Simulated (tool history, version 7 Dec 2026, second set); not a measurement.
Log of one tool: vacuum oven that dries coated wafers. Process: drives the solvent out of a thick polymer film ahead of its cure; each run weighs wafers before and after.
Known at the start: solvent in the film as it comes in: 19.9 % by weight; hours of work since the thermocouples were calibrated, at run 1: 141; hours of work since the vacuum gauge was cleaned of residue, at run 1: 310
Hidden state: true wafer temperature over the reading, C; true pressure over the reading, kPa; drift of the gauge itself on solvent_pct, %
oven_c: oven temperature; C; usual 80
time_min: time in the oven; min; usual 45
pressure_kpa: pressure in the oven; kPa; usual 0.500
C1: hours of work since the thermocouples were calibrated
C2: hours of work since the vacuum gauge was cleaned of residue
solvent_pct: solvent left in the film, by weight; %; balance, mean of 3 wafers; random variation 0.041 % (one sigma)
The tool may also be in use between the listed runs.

run 1 hour=0.0 | oven_c=80 time_min=45 pressure_kpa=0.500 | C1=141 C2=310 | solvent_pct=3.71
run 2 hour=24.0 | oven_c=71 time_min=45 pressure_kpa=0.500 | C1=152 C2=321 | solvent_pct=6.71
run 3 hour=48.0 | oven_c=71 time_min=45 pressure_kpa=0.500 | C1=164 C2=333 | solvent_pct=6.76
run 4 hour=64.4 | oven_c=90 time_min=45 pressure_kpa=0.500 | C1=172 C2=341 | solvent_pct=1.24
run 5 hour=77.4 | oven_c=90 time_min=45 pressure_kpa=0.500 | C1=178 C2=347 | solvent_pct=1.17
run 6 hour=99.0 | oven_c=90 time_min=45 pressure_kpa=0.500 | C1=189 C2=358 | solvent_pct=1.22
run 7 hour=122.4 | oven_c=90 time_min=45 pressure_kpa=0.500 | C1=200 C2=369 | solvent_pct=1.23
run 8 hour=142.4 | oven_c=80 time_min=66 pressure_kpa=0.500 | C1=210 C2=379 | solvent_pct=1.91
run 9 hour=161.5 | oven_c=80 time_min=66 pressure_kpa=0.500 | C1=219 C2=388 | solvent_pct=1.89
run 10 hour=179.1 | oven_c=80 time_min=45 pressure_kpa=0.500 | C1=228 C2=396 | solvent_pct=3.63
run 11 hour=192.4 | oven_c=68 time_min=45 pressure_kpa=0.500 | C1=234 C2=403 | solvent_pct=7.86
run 12 hour=208.1 | oven_c=68 time_min=45 pressure_kpa=0.500 | C1=242 C2=410 | solvent_pct=7.76
run 13 hour=225.9 | oven_c=68 time_min=45 pressure_kpa=0.500 | C1=250 C2=419 | solvent_pct=7.74
run 14 hour=245.3 | oven_c=68 time_min=45 pressure_kpa=0.500 | C1=260 C2=428 | solvent_pct=7.81
run 15 hour=267.7 | oven_c=68 time_min=45 pressure_kpa=0.500 | C1=270 C2=439 | solvent_pct=7.76
run 16 hour=279.1 | oven_c=68 time_min=45 pressure_kpa=0.500 | C1=276 C2=445 | solvent_pct=7.73
run 17 hour=294.5 | oven_c=68 time_min=45 pressure_kpa=0.500 | C1=283 C2=452 | solvent_pct=7.84
run 18 hour=307.4 | oven_c=84 time_min=45 pressure_kpa=0.500 | C1=290 C2=459 | solvent_pct=2.50
run 19 hour=323.0 | oven_c=84 time_min=45 pressure_kpa=0.500 | C1=297 C2=466 | solvent_pct=2.59
run 20 hour=340.3 | oven_c=68 time_min=45 pressure_kpa=0.500 | C1=306 C2=474 | solvent_pct=7.74
run 21 hour=364.8 | oven_c=68 time_min=45 pressure_kpa=0.500 | C1=318 C2=486 | solvent_pct=7.80
run 22 hour=385.5 | oven_c=68 time_min=45 pressure_kpa=0.500 | C1=328 C2=496 | solvent_pct=8.08
run 23 hour=404.0 | oven_c=82 time_min=46 pressure_kpa=0.252 | C1=336 C2=505 | solvent_pct=2.87
run 24 hour=417.2 | oven_c=76 time_min=74 pressure_kpa=0.644 | C1=343 C2=512 | solvent_pct=2.51
run 25 hour=434.2 | oven_c=76 time_min=74 pressure_kpa=0.644 | C1=351 C2=520 | solvent_pct=2.42
run 26 hour=452.8 | oven_c=76 time_min=74 pressure_kpa=0.644 | C1=360 C2=529 | solvent_pct=2.42
run 27 hour=470.1 | oven_c=76 time_min=74 pressure_kpa=0.644 | C1=368 C2=537 | solvent_pct=2.46
run 28 hour=493.7 | oven_c=76 time_min=74 pressure_kpa=0.644 | C1=380 C2=549 | solvent_pct=2.51
run 29 hour=517.3 | oven_c=82 time_min=47 pressure_kpa=0.284 | C1=391 C2=560 | solvent_pct=2.84
run 30 hour=533.1 | oven_c=85 time_min=72 pressure_kpa=0.500 | C1=399 C2=568 | solvent_pct=0.81
run 31 hour=546.2 | oven_c=85 time_min=72 pressure_kpa=0.500 | C1=405 C2=574 | solvent_pct=0.78
run 32 hour=571.4 | oven_c=85 time_min=72 pressure_kpa=0.500 | C1=418 C2=586 | solvent_pct=0.83
run 33 hour=583.6 | oven_c=80 time_min=57 pressure_kpa=0.374 | C1=423 C2=592 | solvent_pct=2.51
run 34 hour=595.3 | oven_c=88 time_min=58 pressure_kpa=0.500 | C1=429 C2=598 | solvent_pct=0.91
run 35 hour=612.9 | oven_c=88 time_min=31 pressure_kpa=0.500 | C1=438 C2=606 | solvent_pct=3.37
run 36 hour=624.1 | oven_c=68 time_min=43 pressure_kpa=0.264 | C1=443 C2=612 | solvent_pct=8.08
run 37 hour=648.4 | oven_c=86 time_min=67 pressure_kpa=0.389 | C1=455 C2=624 | solvent_pct=0.79
run 38 hour=668.0 | oven_c=80 time_min=65 pressure_kpa=0.398 | C1=464 C2=633 | solvent_pct=2.01
run 39 hour=690.3 | oven_c=80 time_min=41 pressure_kpa=0.398 | C1=475 C2=644 | solvent_pct=4.20
run 40 hour=710.0 | oven_c=86 time_min=37 pressure_kpa=1.144 | C1=485 C2=653 | solvent_pct=3.08
run 41 hour=724.4 | oven_c=83 time_min=45 pressure_kpa=0.270 | C1=492 C2=660 | solvent_pct=2.82
run 42 hour=738.5 | oven_c=84 time_min=79 pressure_kpa=0.978 | C1=498 C2=667 | solvent_pct=0.91
run 43 hour=758.9 | oven_c=84 time_min=79 pressure_kpa=0.978 | C1=508 C2=677 | solvent_pct=0.85

Forecast each of these 5 alternatives for the next run:
run A hour=777.5 | oven_c=76 time_min=79 pressure_kpa=0.318 | C1=517 C2=686 | solvent_pct=?
run B hour=777.5 | oven_c=90 time_min=62 pressure_kpa=1.081 | C1=517 C2=686 | solvent_pct=?
run C hour=777.5 | oven_c=84 time_min=36 pressure_kpa=0.978 | C1=517 C2=686 | solvent_pct=?
run D hour=777.5 | oven_c=91 time_min=59 pressure_kpa=0.500 | C1=517 C2=686 | solvent_pct=?
run E hour=777.5 | oven_c=70 time_min=37 pressure_kpa=1.121 | C1=517 C2=686 | solvent_pct=?

run=A solvent_pct=2.21
run=B solvent_pct=0.62
run=C solvent_pct=3.84
run=D solvent_pct=0.53
run=E solvent_pct=8.48
Without the tool's hidden state the same runs would have given:
run=A solvent_pct=2.01
run=B solvent_pct=0.53
run=C solvent_pct=3.60
run=D solvent_pct=0.45
run=E solvent_pct=8.21
